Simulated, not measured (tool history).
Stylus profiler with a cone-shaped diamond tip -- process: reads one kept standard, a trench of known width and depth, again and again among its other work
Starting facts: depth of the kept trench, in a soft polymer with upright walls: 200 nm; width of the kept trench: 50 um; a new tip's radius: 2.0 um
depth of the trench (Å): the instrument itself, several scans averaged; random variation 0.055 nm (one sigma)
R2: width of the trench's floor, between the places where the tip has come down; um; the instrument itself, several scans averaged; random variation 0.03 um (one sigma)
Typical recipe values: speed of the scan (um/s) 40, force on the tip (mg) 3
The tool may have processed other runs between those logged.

run 1 hour=0 | speed_of_the_scan_(um/s)=40 force_on_the_tip_(mg)=3 | depth_of_the_trench_(Å)=2025.1 R2=47.42
run 2 hour=106 | speed_of_the_scan_(um/s)=11 force_on_the_tip_(mg)=3 | depth_of_the_trench_(Å)=2026 R2=47.44
run 3 hour=165.4 | speed_of_the_scan_(um/s)=11 force_on_the_tip_(mg)=3 | depth_of_the_trench_(Å)=2025.7 R2=47.46
run 4 hour=224.3 | speed_of_the_scan_(um/s)=11 force_on_the_tip_(mg)=3 | depth_of_the_trench_(Å)=2025.4 R2=47.36
run 5 hour=328 | speed_of_the_scan_(um/s)=40 force_on_the_tip_(mg)=8.32 | depth_of_the_trench_(Å)=2048 R2=47.35
run 6 hour=393.1 | speed_of_the_scan_(um/s)=40 force_on_the_tip_(mg)=6.29 | depth_of_the_trench_(Å)=2040.6 R2=47.34
run 7 hour=461.9 | speed_of_the_scan_(um/s)=40 force_on_the_tip_(mg)=3 | depth_of_the_trench_(Å)=2026.2 R2=47.24
run 8 hour=552.6 | speed_of_the_scan_(um/s)=40 force_on_the_tip_(mg)=3 | depth_of_the_trench_(Å)=2026 R2=47.21
run 9 hour=617.8 | speed_of_the_scan_(um/s)=124 force_on_the_tip_(mg)=3 | depth_of_the_trench_(Å)=2026.8 R2=47.01
run 10 hour=680.9 | speed_of_the_scan_(um/s)=124 force_on_the_tip_(mg)=3 | depth_of_the_trench_(Å)=2026.8 R2=46.95
run 11 hour=779.4 | speed_of_the_scan_(um/s)=40 force_on_the_tip_(mg)=8.63 | depth_of_the_trench_(Å)=2050 R2=47.26
run 12 hour=883.7 | speed_of_the_scan_(um/s)=147 force_on_the_tip_(mg)=3 | depth_of_the_trench_(Å)=2029 R2=46.79
-- hour=889.5 height scale calibrated on a step standard
run 13 hour=973.6 | speed_of_the_scan_(um/s)=147 force_on_the_tip_(mg)=3 | depth_of_the_trench_(Å)=2027.8 R2=46.82
run 14 hour=1029.6 | speed_of_the_scan_(um/s)=22 force_on_the_tip_(mg)=3 | depth_of_the_trench_(Å)=2027.7 R2=47.05
run 15 hour=1129.4 | speed_of_the_scan_(um/s)=22 force_on_the_tip_(mg)=3 | depth_of_the_trench_(Å)=2029.5 R2=47.04
run 16 hour=1193.6 | speed_of_the_scan_(um/s)=22 force_on_the_tip_(mg)=3 | depth_of_the_trench_(Å)=2030 R2=46.96
-- hour=1217.5 new tip fitted, height scale calibrated
run 17 hour=1320.8 | speed_of_the_scan_(um/s)=36 force_on_the_tip_(mg)=2.37 | depth_of_the_trench_(Å)=2019.8 R2=48.08
run 18 hour=1404.6 | speed_of_the_scan_(um/s)=15 force_on_the_tip_(mg)=5.2 | depth_of_the_trench_(Å)=2033.4 R2=48.07
-- hour=1416 height scale calibrated on a step standard, once more
run 19 hour=1515.2 | speed_of_the_scan_(um/s)=72 force_on_the_tip_(mg)=1.4 | depth_of_the_trench_(Å)=2013.4 R2=47.8
run 20 hour=1618.5 | speed_of_the_scan_(um/s)=109 force_on_the_tip_(mg)=3 | depth_of_the_trench_(Å)=2021.9 R2=47.76
run 21 hour=1734.7 | speed_of_the_scan_(um/s)=85 force_on_the_tip_(mg)=8.13 | depth_of_the_trench_(Å)=2042.1 R2=47.84
run 22 hour=1845.7 | speed_of_the_scan_(um/s)=143 force_on_the_tip_(mg)=3 | depth_of_the_trench_(Å)=2021.1 R2=47.56
run 23 hour=1951.7 | speed_of_the_scan_(um/s)=143 force_on_the_tip_(mg)=2.85 | depth_of_the_trench_(Å)=2021 R2=47.5
run 24 hour=2021.5 | speed_of_the_scan_(um/s)=143 force_on_the_tip_(mg)=2.85 | depth_of_the_trench_(Å)=2023.2 R2=47.43
run 25 hour=2128.7 | speed_of_the_scan_(um/s)=143 force_on_the_tip_(mg)=8.31 | depth_of_the_trench_(Å)=2044.5 R2=47.5
run 26 hour=2194.6 | speed_of_the_scan_(um/s)=26 force_on_the_tip_(mg)=1.23 | depth_of_the_trench_(Å)=2013.9 R2=47.64
run 27 hour=2284.5 | speed_of_the_scan_(um/s)=121 force_on_the_tip_(mg)=3.72 | depth_of_the_trench_(Å)=2026.1 R2=47.38
run 28 hour=2371 | speed_of_the_scan_(um/s)=111 force_on_the_tip_(mg)=3 | depth_of_the_trench_(Å)=2023.5 R2=47.34
run 29 hour=2474.1 | speed_of_the_scan_(um/s)=127 force_on_the_tip_(mg)=1.51 | depth_of_the_trench_(Å)=2016.3 R2=47.2
run 30 hour=2598.1 | speed_of_the_scan_(um/s)=127 force_on_the_tip_(mg)=6.04 | depth_of_the_trench_(Å)=2036.9 R2=47.26
run 31 hour=2683.5 | speed_of_the_scan_(um/s)=40 force_on_the_tip_(mg)=1.35 | depth_of_the_trench_(Å)=2016 R2=47.39
run 32 hour=2793 | speed_of_the_scan_(um/s)=40 force_on_the_tip_(mg)=1.39 | depth_of_the_trench_(Å)=2016.5 R2=47.32

Hidden state or all else? Some run-to-run changes of depth of the trench (Å), split into what the settings, what came in and random variation would give without the hidden state, and what is left for the hidden state (with any gauge scatter that isn't in both results):
The tool's hidden condition here consists of: radius of the tip, um; height scale over the true one, %; drift of the gauge itself on depth_nm, %; drift of the gauge itself on floor_um, %.
Run 4 -> 5: speed of the scan (um/s) 11 -> 40, force on the tip (mg) 3 -> 8.32. depth of the trench (Å) +22.6: hidden state +0.3, all else +22.3.
Run 10 -> 11: speed of the scan (um/s) 124 -> 40, force on the tip (mg) 3 -> 8.63. depth of the trench (Å) +23.2: hidden state +0.3, all else +22.9.
Run 12 -> 13: height scale calibrated on a step standard. depth of the trench (Å) -1.2: hidden state +0.9, all else -2.1.
Run 16 -> 17: speed of the scan (um/s) 22 -> 36, force on the tip (mg) 3 -> 2.37, new tip fitted, height scale calibrated. depth of the trench (Å) -10.2: hidden state -5.9, all else -4.3.
Run 18 -> 19: speed of the scan (um/s) 15 -> 72, force on the tip (mg) 5.2 -> 1.4, height scale calibrated on a step standard, once more. depth of the trench (Å) -20: hidden state -1.7, all else -18.3.
Run 25 -> 26: speed of the scan (um/s) 143 -> 26, force on the tip (mg) 8.31 -> 1.23. depth of the trench (Å) -30.6: hidden state +0.2, all else -30.8.

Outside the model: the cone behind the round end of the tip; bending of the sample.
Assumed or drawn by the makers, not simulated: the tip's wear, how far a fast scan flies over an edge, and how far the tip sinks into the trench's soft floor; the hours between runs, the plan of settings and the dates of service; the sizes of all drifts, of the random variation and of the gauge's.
